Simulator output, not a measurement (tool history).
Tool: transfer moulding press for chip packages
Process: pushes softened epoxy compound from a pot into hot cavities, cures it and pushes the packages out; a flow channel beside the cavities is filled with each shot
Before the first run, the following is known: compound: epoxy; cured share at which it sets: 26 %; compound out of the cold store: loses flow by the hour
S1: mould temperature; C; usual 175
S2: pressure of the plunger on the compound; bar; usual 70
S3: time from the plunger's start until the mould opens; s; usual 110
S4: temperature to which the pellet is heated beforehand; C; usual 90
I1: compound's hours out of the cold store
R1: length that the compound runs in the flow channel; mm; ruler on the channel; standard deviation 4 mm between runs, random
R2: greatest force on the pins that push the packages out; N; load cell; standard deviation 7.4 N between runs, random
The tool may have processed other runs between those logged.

Run 1, hour 0: usual settings; I1 40.4. Result: R1 612 mm, R2 486 N.
At hour 12.9: cavities cleaned with cleaning compound and waxed.
Run 2, hour 33.7: usual settings but S2 59.1 bar; I1 13. Result: R1 643 mm, R2 584 N.
Run 3, hour 73.4: usual settings but S3 100 s; I1 29.7. Result: R1 640 mm, R2 671 N.
Run 4, hour 127.5: usual settings but S3 100 s; I1 27.5. Result: R1 646 mm, R2 639 N.
At hour 134.3: cavities cleaned with cleaning compound and waxed.
Run 5, hour 184.5: usual settings but S4 100 C; I1 38.9. Result: R1 592 mm, R2 391 N.
Run 6, hour 214.4: usual settings; I1 43.3. Result: R1 584 mm, R2 426 N.
Run 7, hour 244.3: usual settings; I1 43.4. Result: R1 577 mm, R2 450 N.
At hour 256.2: cavities cleaned with cleaning compound and waxed.
At hour 280.7: mould's thermocouples calibrated.
Run 8, hour 307.2: usual settings; I1 26.8. Result: R1 620 mm, R2 434 N.
Run 9, hour 343.8: usual settings; I1 28.4. Result: R1 618 mm, R2 488 N.
At hour 353.8: cavities cleaned with cleaning compound and waxed, once more.
Run 10, hour 392.8: usual settings; I1 23.6. Result: R1 620 mm, R2 409 N.
Run 11, hour 439.2: usual settings; I1 25.7. Result: R1 612 mm, R2 453 N.
At hour 477.3: cavities cleaned with cleaning compound and waxed.
Run 12, hour 477.8: usual settings; I1 28.3. Result: R1 592 mm, R2 314 N.
At hour 500.9: plunger's sealing rings changed.
Run 13, hour 532.6: usual settings; I1 42.3. Result: R1 617 mm, R2 419 N.
Run 14, hour 565.3: usual settings; I1 26. Result: R1 661 mm, R2 473 N.

Estimate the outcome of run 15 from the log above:
At hour 604.8: cavities cleaned with cleaning compound and waxed.
Run 15, hour 608.6: usual settings but S1 168 C, S2 65.6 bar; I1 8.8. Result: R1 ?, R2 ?.

R1: 721 mm
R2: 566 N
On a tool with no hidden condition, and with the same random variation, this run would have come out at R1 739 mm, R2 547 N.

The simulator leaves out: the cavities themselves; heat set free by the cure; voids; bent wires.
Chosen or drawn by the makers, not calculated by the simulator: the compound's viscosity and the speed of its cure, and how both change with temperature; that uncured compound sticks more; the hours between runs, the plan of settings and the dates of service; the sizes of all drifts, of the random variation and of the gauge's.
